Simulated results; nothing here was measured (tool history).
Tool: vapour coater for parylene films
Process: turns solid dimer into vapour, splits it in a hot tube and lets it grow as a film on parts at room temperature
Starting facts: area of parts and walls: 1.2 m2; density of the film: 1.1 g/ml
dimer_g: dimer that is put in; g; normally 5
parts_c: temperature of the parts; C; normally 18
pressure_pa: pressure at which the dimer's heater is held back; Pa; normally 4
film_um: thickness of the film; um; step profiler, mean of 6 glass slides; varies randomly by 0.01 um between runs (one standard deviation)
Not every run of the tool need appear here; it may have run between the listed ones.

{"run": 1, "hour": 0.0, "dimer_g": 5, "parts_c": 18, "pressure_pa": 4, "film_um": 1.67}
{"run": 2, "hour": 31.0, "dimer_g": 5, "parts_c": 18, "pressure_pa": 4, "film_um": 1.67}
{"run": 3, "hour": 60.3, "dimer_g": 5, "parts_c": 18, "pressure_pa": 4, "film_um": 1.66}
{"run": 4, "hour": 89.4, "dimer_g": 5, "parts_c": 18, "pressure_pa": 4, "film_um": 1.65}
{"run": 5, "hour": 135.0, "dimer_g": 5, "parts_c": 18, "pressure_pa": 4, "film_um": 1.65}
{"run": 6, "hour": 183.9, "dimer_g": 5, "parts_c": 18, "pressure_pa": 4, "film_um": 1.65}
{"run": 7, "hour": 213.6, "dimer_g": 5, "parts_c": 18, "pressure_pa": 4, "film_um": 1.63}
{"run": 8, "hour": 263.1, "dimer_g": 5, "parts_c": 18, "pressure_pa": 4, "film_um": 1.61}
{"hour": 283.0, "done": "trap's valve overhauled"}
{"run": 9, "hour": 301.0, "dimer_g": 5, "parts_c": 18, "pressure_pa": 4, "film_um": 1.57}
{"run": 10, "hour": 351.1, "dimer_g": 5, "parts_c": 18, "pressure_pa": 4, "film_um": 1.55}
{"run": 11, "hour": 405.0, "dimer_g": 5, "parts_c": 18, "pressure_pa": 4, "film_um": 1.54}
{"hour": 414.5, "done": "trap's valve overhauled, once more"}
{"run": 12, "hour": 471.0, "dimer_g": 5, "parts_c": 18, "pressure_pa": 4, "film_um": 1.73}
{"run": 13, "hour": 539.0, "dimer_g": 5, "parts_c": 18, "pressure_pa": 4, "film_um": 1.71}
{"run": 14, "hour": 608.2, "dimer_g": 5, "parts_c": 12, "pressure_pa": 4, "film_um": 2.2}
{"run": 15, "hour": 678.7, "dimer_g": 5, "parts_c": 18, "pressure_pa": 4, "film_um": 1.68}
{"run": 16, "hour": 716.1, "dimer_g": 5, "parts_c": 18, "pressure_pa": 4, "film_um": 1.68}
{"run": 17, "hour": 777.4, "dimer_g": 5, "parts_c": 12, "pressure_pa": 4, "film_um": 2.19}
{"run": 18, "hour": 838.1, "dimer_g": 5, "parts_c": 18, "pressure_pa": 9.28, "film_um": 1.52}
{"run": 19, "hour": 870.8, "dimer_g": 8, "parts_c": 18, "pressure_pa": 9.28, "film_um": 2.39}
{"run": 20, "hour": 904.8, "dimer_g": 8, "parts_c": 18, "pressure_pa": 9.28, "film_um": 2.39}
{"run": 21, "hour": 968.5, "dimer_g": 5, "parts_c": 29, "pressure_pa": 4, "film_um": 1.02}
{"run": 22, "hour": 999.4, "dimer_g": 5, "parts_c": 29, "pressure_pa": 4, "film_um": 0.99}
{"run": 23, "hour": 1052.7, "dimer_g": 5, "parts_c": 29, "pressure_pa": 4, "film_um": 1}
{"run": 24, "hour": 1093.1, "dimer_g": 5, "parts_c": 29, "pressure_pa": 4, "film_um": 1.01}
{"run": 25, "hour": 1146.2, "dimer_g": 5, "parts_c": 29, "pressure_pa": 4, "film_um": 0.99}
{"hour": 1159.2, "done": "trap's valve overhauled"}
{"run": 26, "hour": 1185.7, "dimer_g": 2, "parts_c": 18, "pressure_pa": 2.84, "film_um": 0.72}
{"run": 27, "hour": 1238.2, "dimer_g": 2, "parts_c": 18, "pressure_pa": 2.84, "film_um": 0.72}
{"run": 28, "hour": 1294.8, "dimer_g": 8, "parts_c": 13, "pressure_pa": 8.81, "film_um": 3.11}
{"run": 29, "hour": 1342.6, "dimer_g": 8, "parts_c": 13, "pressure_pa": 8.81, "film_um": 3.1}
{"run": 30, "hour": 1406.9, "dimer_g": 8, "parts_c": 13, "pressure_pa": 8.81, "film_um": 3.09}
{"run": 31, "hour": 1464.1, "dimer_g": 3, "parts_c": 25, "pressure_pa": 3.92, "film_um": 0.74}
{"hour": 1468.3, "done": "table's thermometer calibrated"}
{"run": 32, "hour": 1526.6, "dimer_g": 3, "parts_c": 25, "pressure_pa": 3.92, "film_um": 0.77}
{"run": 33, "hour": 1556.1, "dimer_g": 5, "parts_c": 11, "pressure_pa": 6.76, "film_um": 2.16}
{"run": 34, "hour": 1620.2, "dimer_g": 5, "parts_c": 17, "pressure_pa": 10.8, "film_um": 1.55}
{"run": 35, "hour": 1650.9, "dimer_g": 5, "parts_c": 17, "pressure_pa": 10.8, "film_um": 1.55}
{"run": 36, "hour": 1711.0, "dimer_g": 5, "parts_c": 17, "pressure_pa": 10.8, "film_um": 1.55}
{"run": 37, "hour": 1754.1, "dimer_g": 5, "parts_c": 15, "pressure_pa": 2.3, "film_um": 2.01}
{"run": 38, "hour": 1802.2, "dimer_g": 5, "parts_c": 28, "pressure_pa": 5.07, "film_um": 1.03}
{"run": 39, "hour": 1839.0, "dimer_g": 6, "parts_c": 19, "pressure_pa": 4.04, "film_um": 1.89}
{"run": 40, "hour": 1882.9, "dimer_g": 6, "parts_c": 19, "pressure_pa": 5.88, "film_um": 1.78}
{"hour": 1908.2, "done": "trap's valve overhauled"}
{"run": 41, "hour": 1936.1, "dimer_g": 5, "parts_c": 30, "pressure_pa": 2.24, "film_um": 1.1}
{"run": 42, "hour": 2005.7, "dimer_g": 5, "parts_c": 19, "pressure_pa": 5.87, "film_um": 1.6}
{"run": 43, "hour": 2060.8, "dimer_g": 8, "parts_c": 20, "pressure_pa": 5.23, "film_um": 2.46}
{"run": 44, "hour": 2108.4, "dimer_g": 5, "parts_c": 26, "pressure_pa": 4, "film_um": 1.22}
{"run": 45, "hour": 2148.9, "dimer_g": 4, "parts_c": 15, "pressure_pa": 6.67, "film_um": 1.47}
{"run": 46, "hour": 2208.2, "dimer_g": 5, "parts_c": 13, "pressure_pa": 4, "film_um": 2.12}
{"run": 47, "hour": 2251.7, "dimer_g": 2, "parts_c": 22, "pressure_pa": 3.63, "film_um": 0.58}

Consider 3 possible next runs. They are alternatives, not a sequence: every one starts from the tool as it was left by run 47. What does each give?
{"run": "A", "hour": 2322.1, "dimer_g": 3, "parts_c": 11, "pressure_pa": 2.1, "film_um": "?"}
{"run": "B", "hour": 2322.1, "dimer_g": 2, "parts_c": 15, "pressure_pa": 3.63, "film_um": "?"}
{"run": "C", "hour": 2322.1, "dimer_g": 6, "parts_c": 14, "pressure_pa": 6.08, "film_um": "?"}

run=A film_um=1.47
run=B film_um=0.78
run=C film_um=2.27
Stripped of hidden state, with their random variation kept, the same runs would have yielded:
run=A film_um=1.56
run=B film_um=0.83
run=C film_um=2.41

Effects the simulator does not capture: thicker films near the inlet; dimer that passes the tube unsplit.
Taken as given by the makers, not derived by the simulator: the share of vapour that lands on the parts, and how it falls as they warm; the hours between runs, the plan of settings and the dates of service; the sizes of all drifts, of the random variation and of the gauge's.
